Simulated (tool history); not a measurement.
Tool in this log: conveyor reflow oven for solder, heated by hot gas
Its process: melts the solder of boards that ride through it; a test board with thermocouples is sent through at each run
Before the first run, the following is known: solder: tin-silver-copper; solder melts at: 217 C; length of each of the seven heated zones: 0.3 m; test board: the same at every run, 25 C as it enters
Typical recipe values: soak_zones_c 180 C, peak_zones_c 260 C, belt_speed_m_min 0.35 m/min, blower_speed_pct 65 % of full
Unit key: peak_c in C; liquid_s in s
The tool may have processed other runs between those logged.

run,hour,soak_zones_c,peak_zones_c,belt_speed_m_min,blower_speed_pct,peak_c,liquid_s
1,0,180,260,0.35,65,246.7,76.9
2,97.1,180,260,0.35,87,251.9,82.1
3,138.1,180,260,0.35,87,251.5,83.4
4,225.9,180,260,0.35,65,247,74.4
5,271.1,180,260,0.35,65,247,75.3
6,318.6,180,260,0.35,65,247,75.9
# hour 361: flux residue cleaned out of gas plates and filters
# hour 394.4: thermocouples of zones 6 and 7 changed
7,396.3,180,260,0.35,65,243.8,70.9
8,440.5,180,260,0.35,65,243.3,71.7
# hour 517.9: flux residue cleaned out of gas plates and filters, once more
9,522.8,180,260,0.35,65,245.3,74.1
10,601.9,180,260,0.35,65,245.7,74.3
# hour 622: belt drive overhauled, speed set with a stopwatch
11,699.7,180,260,0.35,65,244.5,70.8
12,745,180,260,0.35,65,244.3,70.8
13,816.5,180,260,0.35,65,245.1,70.5
14,862.1,180,260,0.35,65,244.6,71.2
15,960.8,180,260,0.35,65,244.5,71.3
16,1010.6,181,260,0.364,65,243.8,66.9
17,1083.7,175,273,0.367,65,252.7,72.7
# hour 1135: flux residue cleaned out of gas plates and filters
18,1148.6,175,273,0.367,65,254.3,75.4
19,1219.7,175,273,0.367,65,254.7,76.3
20,1291,174,260,0.382,63,241.4,56.8
21,1338.5,180,260,0.35,87,250.8,79.9
22,1423,173,260,0.412,55,233.9,40.1
23,1496.8,181,264,0.365,52,243.3,64.4
24,1546.2,178,253,0.365,75,241.3,64.4
25,1599.4,178,253,0.31,52,239.8,72.4
26,1639.3,190,248,0.35,65,238.3,68.7
27,1700.8,180,267,0.388,65,247.8,68.4
# hour 1752.5: flux residue cleaned out of gas plates and filters
28,1789,171,256,0.304,50,242,74.8
29,1846.8,177,256,0.315,50,242,75
30,1912,175,269,0.315,50,252.7,86.9

Alternative continuations, all from the tool just after run 30; predict every row:
A,1972.5,175,269,0.315,73,?,?
B,1972.5,180,269,0.35,65,?,?
C,1972.5,176,260,0.342,77,?,?
D,1972.5,165,248,0.315,50,?,?

run,peak_c,liquid_s
A,260,96.6
B,255.8,84.3
C,250,79.7
D,233,51.9
Without the tool's unlogged condition, the same runs would have read:
run,peak_c,liquid_s
A,256.3,91.2
B,252.1,78.9
C,246.4,74.1
D,229.3,42.2
